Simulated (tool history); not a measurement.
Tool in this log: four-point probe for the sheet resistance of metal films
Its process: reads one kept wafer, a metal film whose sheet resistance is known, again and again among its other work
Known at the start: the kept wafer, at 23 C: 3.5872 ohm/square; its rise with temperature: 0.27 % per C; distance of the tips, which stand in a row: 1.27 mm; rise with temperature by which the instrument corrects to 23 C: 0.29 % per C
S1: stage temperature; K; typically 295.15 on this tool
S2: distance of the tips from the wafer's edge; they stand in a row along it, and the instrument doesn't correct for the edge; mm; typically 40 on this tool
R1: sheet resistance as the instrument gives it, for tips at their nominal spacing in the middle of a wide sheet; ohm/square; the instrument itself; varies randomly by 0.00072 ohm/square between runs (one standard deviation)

run,hour,S1,S2,R1
1,0.0,295.15,40,3.612634
2,78.0,295.15,16,3.622111
3,118.1,295.15,40,3.612201
4,186.4,295.15,40,3.613123
5,268.4,295.15,40,3.614245
6,345.2,295.15,40,3.615104
7,420.5,292.15,40,3.616784
8,464.5,292.15,40,3.617357
9,530.5,292.15,13,3.634668
10,589.9,295.15,40,3.616428
11,661.5,295.15,40,3.616596
12,723.8,295.15,40,3.616965
13,801.2,295.15,40,3.618542
14,855.5,295.15,5,3.737541
15,896.9,307.15,25,3.612800
16,976.2,299.15,13,3.634004
17,1068.1,299.15,13,3.633190
18,1152.0,295.15,32,3.621051
19,1236.2,293.15,26,3.624358
20,1303.7,293.15,26,3.625950
21,1356.3,296.15,34,3.621769
22,1439.3,296.15,34,3.621239
23,1476.7,296.15,34,3.622848
24,1532.2,299.15,20,3.626883
25,1584.2,299.15,20,3.626387
26,1666.8,303.15,13,3.633867
27,1705.5,303.15,13,3.635994
28,1772.2,303.15,13,3.633854

Selected run-to-run steps in R1, each split into two signed amounts: the part the tool would show with no hidden state at all (from settings, incoming material and random variation), and the remainder, which goes to the hidden state together with any gauge scatter not common to the measured and the hidden-state-free results:
Hidden state at play: inner tips' distance over the nominal, %; tips' flats over new ones', %; wafer's true temperature over the reading, C; drift of the gauge itself on sheet_ohm, %.
Run 13 -> 14: S2 40 -> 5. R1 +0.118999 ohm/square: hidden state +0.001317, all else +0.117682.
Run 14 -> 15: S1 295.15 -> 307.15, S2 5 -> 25. R1 -0.124741 ohm/square: hidden state -0.000768, all else -0.123973.
Run 15 -> 16: S1 307.15 -> 299.15, S2 25 -> 13. R1 +0.021204 ohm/square: hidden state +0.000882, all else +0.020322.

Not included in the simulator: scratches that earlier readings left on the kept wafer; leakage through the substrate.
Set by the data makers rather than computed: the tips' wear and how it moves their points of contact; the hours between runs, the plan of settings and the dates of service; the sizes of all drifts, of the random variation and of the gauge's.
